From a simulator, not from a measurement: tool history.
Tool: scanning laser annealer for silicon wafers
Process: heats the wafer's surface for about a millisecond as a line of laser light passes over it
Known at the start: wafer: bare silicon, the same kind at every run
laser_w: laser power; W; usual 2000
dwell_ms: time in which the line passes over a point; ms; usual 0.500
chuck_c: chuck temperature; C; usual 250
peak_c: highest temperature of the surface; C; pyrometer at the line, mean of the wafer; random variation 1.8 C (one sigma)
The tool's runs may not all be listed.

| run | hour | laser_w | dwell_ms | chuck_c | peak_c |
|---|---|---|---|---|---|
| 1 | 0.0 | 2000 | 0.500 | 250 | 955 |
| 2 | 15.9 | 2000 | 0.500 | 250 | 955 |
| 3 | 28.6 | 2000 | 0.500 | 250 | 956 |
| 4 | 42.1 | 2000 | 0.500 | 250 | 953 |
| 5 | 60.3 | 1814 | 0.500 | 250 | 877 |
| 6 | 77.3 | 2000 | 0.500 | 265 | 968 |
| 7 | 91.5 | 2000 | 0.500 | 265 | 969 |
| 8 | 101.4 | 2000 | 0.500 | 265 | 966 |
| 9 | 114.2 | 2000 | 0.500 | 250 | 952 |
| 10 | 122.8 | 2000 | 0.500 | 250 | 949 |
| 11 | 135.0 | 2000 | 0.500 | 250 | 952 |
| 12 | 145.5 | 2000 | 0.456 | 234 | 902 |
| 13 | 159.8 | 2000 | 0.456 | 234 | 900 |
| 14 | 171.7 | 2000 | 0.609 | 228 | 996 |
| 15 | 185.7 | 1960 | 0.552 | 250 | 967 |
| 16 | 197.6 | 1749 | 0.374 | 250 | 764 |
| 17 | 207.3 | 1749 | 0.374 | 250 | 766 |
| 18 | 215.1 | 2083 | 0.486 | 248 | 969 |
| 19 | 232.4 | 2037 | 0.517 | 254 | 976 |
| 20 | 240.7 | 2000 | 0.608 | 241 | 1005 |
| 21 | 249.0 | 2000 | 0.608 | 241 | 1006 |

Forecast each of these 5 alternatives for the next run:
| A | 256.9 | 2000 | 0.462 | 248 | ? |
| B | 256.9 | 2000 | 0.500 | 231 | ? |
| C | 256.9 | 2000 | 0.384 | 250 | ? |
| D | 256.9 | 2000 | 0.568 | 276 | ? |
| E | 256.9 | 2122 | 0.477 | 226 | ? |

| run | peak_c |
|---|---|
| A | 919 |
| B | 925 |
| C | 861 |
| D | 1015 |
| E | 955 |
Without the tool's hidden state the same runs would have given:
| run | peak_c |
|---|---|
| A | 953 |
| B | 960 |
| C | 892 |
| D | 1052 |
| E | 991 |

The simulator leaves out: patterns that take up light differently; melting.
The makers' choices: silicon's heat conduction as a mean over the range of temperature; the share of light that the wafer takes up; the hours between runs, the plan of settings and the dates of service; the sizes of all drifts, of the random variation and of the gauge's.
